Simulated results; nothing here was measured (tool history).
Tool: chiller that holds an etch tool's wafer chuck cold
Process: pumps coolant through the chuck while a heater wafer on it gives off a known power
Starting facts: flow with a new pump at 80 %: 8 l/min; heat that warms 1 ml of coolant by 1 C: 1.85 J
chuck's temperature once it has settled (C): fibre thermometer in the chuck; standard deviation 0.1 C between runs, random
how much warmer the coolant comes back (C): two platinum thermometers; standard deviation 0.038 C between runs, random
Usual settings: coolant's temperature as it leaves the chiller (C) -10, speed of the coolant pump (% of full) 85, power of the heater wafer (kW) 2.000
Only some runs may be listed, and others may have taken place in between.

run    hour  coolant's temperature as it leaves the chiller (C)  speed of the coolant pump (% of full)  power of the heater wafer (kW)  chuck's temperature once it has settled (C)  how much warmer the coolant comes back (C)
  1     0.0                                                 -10                                     85                           2.000                                          6.5                                        7.75
  2    34.4                                                 -10                                     85                           2.000                                          6.6                                        7.72
  3    82.1                                                 -10                                     85                           2.000                                          6.6                                        7.75
  4   132.2                                                 -19                                     85                           2.000                                         -2.4                                        7.76
  5   199.1                                                 -10                                     70                           2.000                                          9.7                                        9.60
  6   228.6                                                 -10                                     85                           2.000                                          6.8                                        7.78
  7   260.2                                                 -10                                     85                           2.842                                         13.8                                       11.16
  8   301.1                                                 -10                                     85                           2.000                                          6.8                                        7.75
  9   359.8                                                  -9                                     85                           2.000                                          8.0                                        7.77
 10   393.8                                                  -9                                     85                           2.000                                          8.0                                        7.81
      430.1  -- chiller's thermometer calibrated
 11   435.1                                                 -11                                     85                           2.000                                          6.2                                        7.86
 12   503.0                                                 -11                                     85                           2.000                                          6.2                                        7.94
 13   563.1                                                 -11                                     85                           2.000                                          6.5                                        7.84
 14   624.7                                                 -11                                     85                           2.000                                          6.4                                        7.94
 15   676.9                                                 -10                                     85                           2.000                                          7.3                                        7.87
 16   714.8                                                 -10                                     85                           2.000                                          7.5                                        7.92
 17   743.8                                                 -12                                     93                           2.522                                          8.6                                        9.11
 18   804.0                                                  -1                                     66                           2.522                                         26.3                                       13.19
 19   864.1                                                  -1                                     66                           2.522                                         26.5                                       13.21
 20   911.6                                                 -17                                     69                           2.957                                         14.1                                       14.71
 21   940.3                                                 -15                                     74                           2.437                                          9.3                                       11.29
 22   981.4                                                 -15                                     74                           2.437                                          9.3                                       11.37
 23  1010.5                                                 -15                                     74                           2.437                                          9.3                                       11.37
 24  1049.6                                                   0                                     65                           2.827                                         31.6                                       15.14
 25  1107.5                                                   0                                     65                           2.827                                         31.9                                       15.11
 26  1173.8                                                 -19                                     99                           1.742                                         -5.1                                        5.98
 27  1204.0                                                 -17                                     63                           1.095                                         -4.5                                        6.16
 28  1242.5                                                 -10                                     61                           2.000                                         13.8                                       11.55
 29  1303.4                                                 -10                                     61                           2.000                                         14.0                                       11.52
 30  1360.4                                                 -12                                     85                           1.727                                          3.7                                        7.03
 31  1426.7                                                 -12                                     85                           1.727                                          3.9                                        7.01

Same runs, no hidden state in the tool, same run-to-run variation:
Unlogged tool condition in this case: heat passed by the chuck's channels, % of clean ones'; flow at a given pump speed, % of a new pump's; coolant's true temperature over the reading, C; drift of the gauge itself on chuck_c, C; drift of the gauge itself on warmer_back_c, C.
run  chuck's temperature once it has settled (C)  how much warmer the coolant comes back (C)
  1                                          5.6                                        7.60
  2                                          5.7                                        7.57
  3                                          5.6                                        7.58
  4                                         -3.4                                        7.57
  5                                          8.4                                        9.35
  6                                          5.7                                        7.57
  7                                         12.1                                       10.85
  8                                          5.6                                        7.52
  9                                          6.8                                        7.52
 10                                          6.7                                        7.55
 11                                          4.6                                        7.60
 12                                          4.6                                        7.66
 13                                          4.8                                        7.53
 14                                          4.6                                        7.62
 15                                          5.5                                        7.53
 16                                          5.7                                        7.58
 17                                          6.3                                        8.70
 18                                         23.3                                       12.58
 19                                         23.4                                       12.57
 20                                         10.5                                       13.97
 21                                          6.4                                       10.71
 22                                          6.4                                       10.77
 23                                          6.4                                       10.77
 24                                         27.7                                       14.31
 25                                         27.9                                       14.25
 26                                         -6.9                                        5.63
 27                                         -6.1                                        5.80
 28                                         10.6                                       10.85
 29                                         10.8                                       10.79
 30                                          1.5                                        6.58
 31                                          1.6                                        6.54
